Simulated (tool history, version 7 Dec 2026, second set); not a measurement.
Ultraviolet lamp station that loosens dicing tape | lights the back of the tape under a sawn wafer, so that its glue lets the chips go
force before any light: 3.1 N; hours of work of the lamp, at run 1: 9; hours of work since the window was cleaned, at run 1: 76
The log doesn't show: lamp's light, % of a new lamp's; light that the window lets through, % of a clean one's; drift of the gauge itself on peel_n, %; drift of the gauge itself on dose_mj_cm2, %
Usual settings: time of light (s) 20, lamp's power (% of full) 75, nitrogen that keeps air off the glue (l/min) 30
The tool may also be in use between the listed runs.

run	hour	time of light (s)	lamp's power (% of full)	nitrogen that keeps air off the glue (l/min)	hours of work of the lamp	hours of work since the window was cleaned	force that peels the tape off (N)	light that reached the tape (mJ/cm2)
1	0.0	20	75	30	9	76	0.375	227
2	11.5	20	75	30	17	84	0.399	229
3	17.9	20	75	30	21	89	0.387	231
4	31.6	20	75	30	31	99	0.399	229
5	39.1	20	93	30	36	104	0.306	283
6	51.8	20	93	30	45	113	0.303	277
7	59.4	20	93	30	51	118	0.312	275
8	70.6	20	93	30	59	126	0.336	274
9	83.4	20	93	30	68	135	0.302	274
10	96.6	20	93	30	77	144	0.328	275
11	103.0	20	93	30	81	149	0.324	273
12	110.4	20	75	30	87	154	0.400	217
13	123.3	20	65	30	96	163	0.496	186
14	129.1	20	65	30	100	167	0.503	188
15	134.8	20	65	30	104	171	0.516	186
16	140.3	20	65	30	108	175	0.520	180
17	147.9	19	63	13	113	181	0.787	173
18	156.1	27	74	9	119	186	0.482	284
19	163.5	14	97	9	124	192	0.775	188
20	170.5	14	97	9	129	197	0.821	190
21	178.9	14	97	9	135	202	0.799	191
22	187.4	20	75	28	141	209	0.472	205
23	198.9	32	75	9	149	217	0.393	330
24	209.9	32	75	9	157	224	0.401	331
25	220.8	32	75	9	164	232	0.420	324
26	228.9	19	67	9	170	238	0.904	174
27	234.6	19	67	9	174	242	0.930	173
28	240.2	37	63	30	178	246	0.274	312
29	253.8	37	63	30	188	255	0.290	311
30	264.6	28	83	12	195	263	0.379	309
31	277.9	20	65	35	205	272	0.551	169

Hidden state or all else? Some run-to-run changes of force that peels the tape off (N), split into what the settings, what came in and random variation would give without the hidden state, and what is left for the hidden state (with any gauge scatter that isn't in both results):
Run 21 -> 22: time of light (s) 14 -> 20, lamp's power (% of full) 97 -> 75, nitrogen that keeps air off the glue (l/min) 9 -> 28. force that peels the tape off (N) -0.327: hidden state -0.050, all else -0.277.
Run 25 -> 26: time of light (s) 32 -> 19, lamp's power (% of full) 75 -> 67. force that peels the tape off (N) +0.484: hidden state +0.095, all else +0.389.
Run 27 -> 28: time of light (s) 19 -> 37, lamp's power (% of full) 67 -> 63, nitrogen that keeps air off the glue (l/min) 9 -> 30. force that peels the tape off (N) -0.656: hidden state -0.149, all else -0.507.
Run 30 -> 31: time of light (s) 28 -> 20, lamp's power (% of full) 83 -> 65, nitrogen that keeps air off the glue (l/min) 12 -> 35. force that peels the tape off (N) +0.172: hidden state +0.054, all else +0.118.

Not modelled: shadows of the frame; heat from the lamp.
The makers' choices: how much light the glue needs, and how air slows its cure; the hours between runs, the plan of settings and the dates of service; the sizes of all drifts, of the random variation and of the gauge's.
